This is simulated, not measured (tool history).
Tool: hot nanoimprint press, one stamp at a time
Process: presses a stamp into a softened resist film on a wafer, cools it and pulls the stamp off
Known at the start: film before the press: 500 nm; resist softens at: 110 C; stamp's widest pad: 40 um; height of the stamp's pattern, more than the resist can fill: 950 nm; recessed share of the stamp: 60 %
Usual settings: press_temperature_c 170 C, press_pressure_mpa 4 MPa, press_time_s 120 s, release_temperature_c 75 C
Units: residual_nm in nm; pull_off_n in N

Run 1, hour 0: usual settings. Result: residual_nm 288.5 nm, pull_off_n 205 N.
Run 2, hour 23.6: usual settings but press_temperature_c 179 C. Result: residual_nm 181.5 nm, pull_off_n 205 N.
Run 3, hour 42.3: usual settings but press_temperature_c 179 C. Result: residual_nm 180.2 nm, pull_off_n 205 N.
Run 4, hour 61.7: usual settings but press_temperature_c 181 C. Result: residual_nm 162.8 nm, pull_off_n 209 N.
Run 5, hour 87.3: usual settings but press_temperature_c 181 C. Result: residual_nm 162.3 nm, pull_off_n 214 N.
Run 6, hour 103.9: usual settings but release_temperature_c 60 C. Result: residual_nm 285 nm, pull_off_n 264 N.
Run 7, hour 123.1: usual settings. Result: residual_nm 283.1 nm, pull_off_n 210 N.
Run 8, hour 151.4: usual settings. Result: residual_nm 283.9 nm, pull_off_n 215 N.
Run 9, hour 173.3: usual settings. Result: residual_nm 284 nm, pull_off_n 215 N.
Run 10, hour 189.8: usual settings. Result: residual_nm 283.9 nm, pull_off_n 222 N.
Run 11, hour 212.6: usual settings but press_time_s 197 s. Result: residual_nm 238.8 nm, pull_off_n 227 N.
Run 12, hour 229.1: usual settings but release_temperature_c 63 C. Result: residual_nm 280.5 nm, pull_off_n 260 N.
Run 13, hour 257.3: usual settings but release_temperature_c 63 C. Result: residual_nm 281.6 nm, pull_off_n 264 N.
Run 14, hour 270.9: usual settings. Result: residual_nm 280.6 nm, pull_off_n 220 N.
Run 15, hour 300.9: usual settings. Result: residual_nm 280.1 nm, pull_off_n 222 N.
Run 16, hour 326.5: usual settings but press_pressure_mpa 3.95 MPa, press_time_s 85 s, release_temperature_c 62 C. Result: residual_nm 308.2 nm, pull_off_n 287 N.
Run 17, hour 354.5: usual settings but press_temperature_c 180 C, release_temperature_c 79 C. Result: residual_nm 165.8 nm, pull_off_n 219 N.
Run 18, hour 367.9: usual settings but press_temperature_c 158 C, release_temperature_c 77 C. Result: residual_nm 432.6 nm, pull_off_n 223 N.
Run 19, hour 381: usual settings but press_temperature_c 176 C, press_pressure_mpa 2.51 MPa, press_time_s 100 s, release_temperature_c 67 C. Result: residual_nm 270 nm, pull_off_n 251 N.
Run 20, hour 407.2: usual settings but release_temperature_c 81 C. Result: residual_nm 276.8 nm, pull_off_n 214 N.
At hour 415.2: plate thermocouple calibrated.
Run 21, hour 431.7: usual settings but press_temperature_c 172 C, press_pressure_mpa 3.73 MPa, press_time_s 62 s, release_temperature_c 70 C. Result: residual_nm 338.5 nm, pull_off_n 265 N.
At hour 443: stamp cleaned and given a new release coat.
Run 22, hour 455.3: usual settings but press_temperature_c 173 C, press_time_s 77 s, release_temperature_c 73 C. Result: residual_nm 296.2 nm, pull_off_n 182 N.
Run 23, hour 484.3: usual settings but press_temperature_c 175 C, press_time_s 77 s, release_temperature_c 73 C. Result: residual_nm 271.1 nm, pull_off_n 191 N.
Run 24, hour 512.6: usual settings but press_temperature_c 158 C, press_time_s 111 s. Result: residual_nm 450.5 nm, pull_off_n 189 N.
Run 25, hour 528.4: usual settings but press_temperature_c 158 C, press_time_s 111 s, release_temperature_c 80 C. Result: residual_nm 453.7 nm, pull_off_n 174 N.

Forecast run 26:
Run 26, hour 544.7: usual settings but press_temperature_c 158 C, press_time_s 111 s, release_temperature_c 80 C. Result: residual_nm ?, pull_off_n ?.

residual_nm: 449.3 nm
pull_off_n: 179 N
Without the tool's hidden state the same run would have given residual_nm 446.8 nm, pull_off_n 171 N.

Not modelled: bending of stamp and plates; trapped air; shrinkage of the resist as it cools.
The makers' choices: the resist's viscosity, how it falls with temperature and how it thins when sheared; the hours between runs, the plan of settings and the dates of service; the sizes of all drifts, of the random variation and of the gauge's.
